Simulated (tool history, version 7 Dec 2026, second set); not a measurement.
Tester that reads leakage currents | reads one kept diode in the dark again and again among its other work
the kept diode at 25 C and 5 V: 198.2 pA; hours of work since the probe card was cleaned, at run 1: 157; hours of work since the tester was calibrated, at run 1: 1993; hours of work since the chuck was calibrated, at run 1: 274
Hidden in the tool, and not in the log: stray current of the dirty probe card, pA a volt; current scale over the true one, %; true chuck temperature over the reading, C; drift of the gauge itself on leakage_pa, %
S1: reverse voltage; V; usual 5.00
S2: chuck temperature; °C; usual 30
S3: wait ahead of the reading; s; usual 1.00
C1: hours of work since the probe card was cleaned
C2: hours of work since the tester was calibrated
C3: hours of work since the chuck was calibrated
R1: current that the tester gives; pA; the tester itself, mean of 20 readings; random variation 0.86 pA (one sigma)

run 1 day=0.000 | S1=5.00 S2=30 S3=1.00 | C1=157 C2=1993 C3=274 | R1=289.46
run 2 day=3.858 | S1=9.71 S2=30 S3=1.00 | C1=212 C2=2049 C3=330 | R1=404.17
run 3 day=6.825 | S1=9.71 S2=30 S3=1.00 | C1=255 C2=2091 C3=372 | R1=407.32
run 4 day=10.762 | S1=5.00 S2=30 S3=1.00 | C1=312 C2=2148 C3=429 | R1=292.64
run 5 day=12.654 | S1=5.00 S2=30 S3=1.00 | C1=339 C2=2175 C3=456 | R1=294.43
run 6 day=16.592 | S1=5.00 S2=30 S3=1.00 | C1=395 C2=2232 C3=513 | R1=294.85
run 7 day=19.500 | S1=5.00 S2=41 S3=1.00 | C1=437 C2=2274 C3=555 | R1=621.92
run 8 day=21.300 | S1=5.00 S2=41 S3=1.00 | C1=463 C2=2299 C3=581 | R1=625.03
run 9 day=25.446 | S1=5.00 S2=22 S3=1.00 | C1=523 C2=2359 C3=640 | R1=169.01
run 10 day=28.421 | S1=5.00 S2=22 S3=1.00 | C1=566 C2=2402 C3=683 | R1=168.75
run 11 day=31.125 | S1=5.00 S2=22 S3=1.00 | C1=604 C2=2441 C3=722 | R1=171.49
-- day=32.112 chuck's temperature calibrated
run 12 day=33.696 | S1=1.97 S2=22 S3=0.36 | C1=640 C2=2477 C3=23 | R1=102.44
run 13 day=37.204 | S1=12.42 S2=54 S3=0.78 | C1=691 C2=2527 C3=73 | R1=2161.63
run 14 day=40.600 | S1=12.42 S2=54 S3=0.78 | C1=740 C2=2576 C3=122 | R1=2171.62
run 15 day=43.662 | S1=1.68 S2=30 S3=8.50 | C1=784 C2=2620 C3=166 | R1=168.33
run 16 day=46.117 | S1=7.41 S2=37 S3=0.76 | C1=819 C2=2655 C3=201 | R1=569.37
run 17 day=48.742 | S1=7.41 S2=37 S3=0.76 | C1=857 C2=2693 C3=239 | R1=573.90
run 18 day=51.412 | S1=2.01 S2=37 S3=0.76 | C1=895 C2=2731 C3=278 | R1=300.96
run 19 day=55.300 | S1=3.68 S2=41 S3=1.98 | C1=951 C2=2787 C3=333 | R1=529.99
run 20 day=58.908 | S1=5.00 S2=30 S3=1.71 | C1=1003 C2=2839 C3=385 | R1=292.74
run 21 day=62.371 | S1=9.20 S2=27 S3=5.12 | C1=1053 C2=2889 C3=435 | R1=327.16

Some steps in R1 between neighbouring runs. How much of each would the tool show without its hidden state too (settings, what came in, random variation), and how much is left for the hidden state, with any gauge scatter that isn't in both results?
Run 8 -> 9: S2 41 -> 22. R1 -456.02 pA: hidden state -10.80, all else -445.22.
Run 11 -> 12: S1 5.00 -> 1.97, S3 1.00 -> 0.36, chuck's temperature calibrated. R1 -69.05 pA: hidden state -9.14, all else -59.91.
Run 12 -> 13: S1 1.97 -> 12.42, S2 22 -> 54, S3 0.36 -> 0.78. R1 +2059.19 pA: hidden state +2.19, all else +2057.00.
Run 14 -> 15: S1 12.42 -> 1.68, S2 54 -> 30, S3 0.78 -> 8.50. R1 -2003.29 pA: hidden state -6.79, all else -1996.50.

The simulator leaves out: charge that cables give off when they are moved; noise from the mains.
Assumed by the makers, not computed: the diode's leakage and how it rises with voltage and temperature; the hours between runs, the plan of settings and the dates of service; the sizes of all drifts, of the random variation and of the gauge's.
